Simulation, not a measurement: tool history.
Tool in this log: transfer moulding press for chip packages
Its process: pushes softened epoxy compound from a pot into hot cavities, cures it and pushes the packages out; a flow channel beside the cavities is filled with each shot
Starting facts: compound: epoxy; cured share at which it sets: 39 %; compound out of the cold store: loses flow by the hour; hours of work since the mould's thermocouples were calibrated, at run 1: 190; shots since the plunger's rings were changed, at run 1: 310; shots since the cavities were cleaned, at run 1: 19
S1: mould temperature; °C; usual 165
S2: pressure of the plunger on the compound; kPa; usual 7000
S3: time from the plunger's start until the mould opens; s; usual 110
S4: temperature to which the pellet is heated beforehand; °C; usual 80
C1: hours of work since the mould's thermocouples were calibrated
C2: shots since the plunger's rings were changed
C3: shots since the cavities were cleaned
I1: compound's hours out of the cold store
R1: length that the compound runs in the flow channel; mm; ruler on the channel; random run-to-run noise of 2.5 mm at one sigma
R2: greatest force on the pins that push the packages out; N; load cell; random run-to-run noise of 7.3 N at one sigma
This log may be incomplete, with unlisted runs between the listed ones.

run,hour,S1,S2,S3,S4,C1,C2,C3,I1,R1,R2
1,0.0,165,7000,110,80,190,310,19,38.7,707,341
2,13.9,165,7000,110,80,200,468,177,47.3,668,395
3,40.4,165,7000,110,79,220,769,478,39.7,699,536
4,64.4,165,7000,110,78,237,1044,753,12.9,817,692
5,82.0,165,7000,110,78,250,1244,953,10.5,825,711
# hour 102.4: cavities cleaned with cleaning compound and waxed
6,110.0,165,7000,110,78,270,1546,87,18.8,790,394
7,141.4,165,7000,110,78,293,1904,445,21.0,769,571
8,165.4,165,6230,110,80,311,2177,718,25.7,706,646
9,194.3,165,6230,110,80,332,2505,1046,46.2,626,657
# hour 207.5: cavities cleaned with cleaning compound and waxed
10,224.9,165,7000,110,80,353,2837,198,32.3,721,459
11,240.5,165,6280,110,80,365,3014,375,14.4,763,574
12,263.9,165,7000,110,80,382,3281,642,15.8,790,652
13,280.1,165,7000,110,80,394,3466,827,24.4,755,672
14,302.8,165,7000,98,80,411,3725,1086,35.8,700,859
# hour 312.0: cavities cleaned with cleaning compound and waxed
15,329.0,168,7000,114,80,429,4006,193,45.1,657,366
16,355.1,161,7330,114,80,448,4304,491,40.0,706,681
17,376.7,162,7330,114,70,464,4550,737,29.6,746,742
18,400.6,165,6080,141,70,482,4821,1008,10.9,756,535
# hour 416.0: cavities cleaned with cleaning compound and waxed
19,434.1,169,8260,110,80,506,5187,207,36.9,742,376
20,450.3,163,6260,110,80,518,5370,390,42.3,636,626
21,472.1,163,6260,110,80,534,5618,638,44.3,627,679
22,504.4,165,7000,137,80,558,5987,1007,36.8,688,519
# hour 522.0: cavities cleaned with cleaning compound and waxed
23,524.0,165,7000,95,75,571,6193,23,8.9,812,564
24,544.0,165,8520,110,90,586,6421,251,42.2,737,483
# hour 563.5: plunger's sealing rings changed
25,575.9,165,8520,110,90,607,142,586,34.9,801,603
26,592.9,172,7500,116,89,620,335,779,26.7,772,478
27,608.5,172,7500,116,89,631,513,957,19.3,802,510

Some steps in R1, run to run, broken into two amounts with sign: the step expected even without the hidden condition (settings, incoming material, random variation), and the rest, left for the hidden condition together with whatever gauge scatter is not in both the measured and the hidden-condition-free result:
The hidden state here: true mould temperature over the reading, C; pressure that reaches the compound, % of what is set; grip of the stained cavities, % over clean ones'; drift of the gauge itself on flow_mm, %; drift of the gauge itself on push_out_n, %.
Run 3 -> 4: S4 79 -> 78. R1 +118 mm: hidden state -2, all else +120.
Run 22 -> 23: S3 137 -> 95, S4 80 -> 75, cavities cleaned with cleaning compound and waxed. R1 +124 mm: hidden state -5, all else +129.
Run 24 -> 25: plunger's sealing rings changed. R1 +64 mm: hidden state +32, all else +32.
